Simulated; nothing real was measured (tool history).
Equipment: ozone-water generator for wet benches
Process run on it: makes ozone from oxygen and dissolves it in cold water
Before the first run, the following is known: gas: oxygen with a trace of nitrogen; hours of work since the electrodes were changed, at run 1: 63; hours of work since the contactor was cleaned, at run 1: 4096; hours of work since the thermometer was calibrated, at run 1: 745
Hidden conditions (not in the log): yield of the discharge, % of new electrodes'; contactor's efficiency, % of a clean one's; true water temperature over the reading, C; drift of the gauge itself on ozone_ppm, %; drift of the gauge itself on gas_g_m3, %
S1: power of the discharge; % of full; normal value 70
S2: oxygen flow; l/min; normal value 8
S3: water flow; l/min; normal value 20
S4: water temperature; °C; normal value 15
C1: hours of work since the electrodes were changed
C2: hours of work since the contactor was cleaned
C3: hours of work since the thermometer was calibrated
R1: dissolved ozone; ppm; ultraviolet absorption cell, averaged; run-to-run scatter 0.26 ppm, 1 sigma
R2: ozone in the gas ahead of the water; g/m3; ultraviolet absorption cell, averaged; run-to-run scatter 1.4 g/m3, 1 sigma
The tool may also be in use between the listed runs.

run	hour	S1	S2	S3	S4	C1	C2	C3	R1	R2
1	0	70	8	20	15	63	4096	745	38.9	267.2
2	52.1	70	8	20	15	107	4140	789	38.8	267.3
3	117.2	70	8	20	15	163	4195	845	39.3	267
4	154.7	70	8	20	15	194	4227	876	39.1	267.9
5	193.1	70	8	20	15	227	4259	909	39	269.9
6	245.5	70	8	20	17	271	4304	953	37.7	268.4
7	302.2	70	8	20	15	319	4352	1001	38.7	267.7
8	345.8	70	8	20	15	356	4389	1038	38.6	269.2
9	403.7	70	8	20	15	405	4438	1088	38.5	265.8
# hour 425.8: contactor cleaned
10	464.6	70	8	20	15	454	33	1136	40.4	265.3
11	526.1	70	7.52	20	15	506	85	1188	40	270
12	605	70	7.52	20	15	573	152	1255	39.6	271.4
13	657.6	70	8	20	15	617	196	1299	39.9	265.5
14	718.5	70	8	20	15	669	248	1351	40	264.8
15	766.4	70	8	20	15	709	289	1392	39.8	267.2
16	818.8	76	8	20	15	754	333	1436	42.8	284.6
17	898.5	76	8	20	15	821	401	1504	43	284.3

Forecast run 18:
18	956.7	64	8	16	7	871	450	1553	?	?

R1: 49.3 ppm
R2: 244.1 g/m3
Minus the tool's unlogged condition, the same run would have read R1 50.8 ppm, R2 250.1 g/m3.

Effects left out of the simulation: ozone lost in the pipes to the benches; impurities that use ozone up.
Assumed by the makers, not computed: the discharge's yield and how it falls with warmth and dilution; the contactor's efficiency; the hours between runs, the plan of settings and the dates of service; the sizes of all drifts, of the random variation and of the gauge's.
